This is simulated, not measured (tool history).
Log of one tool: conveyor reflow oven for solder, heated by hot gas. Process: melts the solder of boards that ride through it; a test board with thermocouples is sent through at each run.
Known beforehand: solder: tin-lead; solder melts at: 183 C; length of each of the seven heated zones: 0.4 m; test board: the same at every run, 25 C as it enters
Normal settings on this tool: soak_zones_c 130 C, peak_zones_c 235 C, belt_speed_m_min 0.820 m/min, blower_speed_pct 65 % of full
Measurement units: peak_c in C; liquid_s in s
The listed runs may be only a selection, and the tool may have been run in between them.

| run | hour | soak_zones_c | peak_zones_c | belt_speed_m_min | blower_speed_pct | peak_c | liquid_s |
|---|---|---|---|---|---|---|---|
| 1 | 0.0 | 130 | 235 | 0.820 | 65 | 209.8 | 35.6 |
| 2 | 41.0 | 130 | 235 | 0.820 | 65 | 209.5 | 35.6 |
| 3 | 62.2 | 132 | 235 | 0.820 | 65 | 210.4 | 36.4 |
|  | 70.6 | flux residue cleaned out of gas plates and filters |
| 4 | 107.9 | 130 | 231 | 0.820 | 65 | 209.3 | 36.3 |
| 5 | 125.7 | 130 | 235 | 0.820 | 71 | 214.9 | 40.2 |
| 6 | 166.3 | 130 | 235 | 0.820 | 71 | 214.0 | 40.0 |
| 7 | 197.8 | 130 | 235 | 0.862 | 71 | 212.0 | 35.9 |
| 8 | 235.0 | 130 | 235 | 0.820 | 65 | 212.8 | 38.7 |
| 9 | 268.5 | 130 | 235 | 0.820 | 65 | 212.7 | 38.2 |
| 10 | 285.6 | 130 | 235 | 0.820 | 65 | 212.8 | 38.3 |
| 11 | 313.4 | 130 | 246 | 0.820 | 65 | 221.0 | 43.7 |
|  | 326.6 | thermocouples of zones 6 and 7 changed |
| 12 | 334.0 | 127 | 235 | 0.820 | 65 | 209.9 | 35.6 |
| 13 | 352.3 | 127 | 235 | 0.951 | 65 | 203.2 | 25.1 |
| 14 | 384.2 | 130 | 235 | 0.820 | 65 | 210.3 | 36.7 |
| 15 | 401.5 | 130 | 235 | 0.820 | 53 | 206.6 | 32.9 |
| 16 | 440.9 | 130 | 235 | 0.699 | 65 | 216.1 | 48.9 |
| 17 | 480.5 | 130 | 235 | 0.820 | 89 | 214.9 | 40.8 |
| 18 | 511.8 | 130 | 235 | 0.820 | 89 | 214.6 | 40.5 |
| 19 | 540.8 | 130 | 243 | 0.822 | 60 | 214.6 | 39.5 |
|  | 550.6 | flux residue cleaned out of gas plates and filters |
| 20 | 570.4 | 128 | 243 | 0.755 | 60 | 221.6 | 48.4 |
| 21 | 592.4 | 139 | 236 | 0.755 | 60 | 217.5 | 48.8 |
| 22 | 618.1 | 139 | 225 | 0.755 | 60 | 208.3 | 41.3 |
| 23 | 639.6 | 120 | 235 | 0.812 | 61 | 209.9 | 34.7 |
| 24 | 666.2 | 122 | 238 | 0.837 | 65 | 212.4 | 36.0 |
| 25 | 701.0 | 122 | 238 | 0.837 | 65 | 212.1 | 36.1 |
| 26 | 734.9 | 122 | 238 | 0.837 | 65 | 212.1 | 35.4 |
| 27 | 764.6 | 127 | 245 | 0.776 | 54 | 218.3 | 44.5 |
| 28 | 792.0 | 145 | 229 | 0.791 | 70 | 212.7 | 45.3 |
| 29 | 822.9 | 145 | 229 | 0.791 | 70 | 212.9 | 45.3 |
| 30 | 861.3 | 130 | 235 | 0.776 | 57 | 212.0 | 40.4 |

3 ways to go on from here, each from the tool as it stands after run 30. What would each give?
| A | 885.5 | 123 | 245 | 0.894 | 57 | ? | ? |
| B | 885.5 | 130 | 235 | 0.776 | 82 | ? | ? |
| C | 885.5 | 124 | 235 | 0.924 | 65 | ? | ? |

| run | peak_c | liquid_s |
|---|---|---|
| A | 211.6 | 32.5 |
| B | 217.4 | 44.8 |
| C | 204.8 | 26.7 |
Without the tool's hidden state the same runs would have given:
| run | peak_c | liquid_s |
|---|---|---|
| A | 211.9 | 32.0 |
| B | 217.6 | 43.9 |
| C | 205.3 | 26.5 |
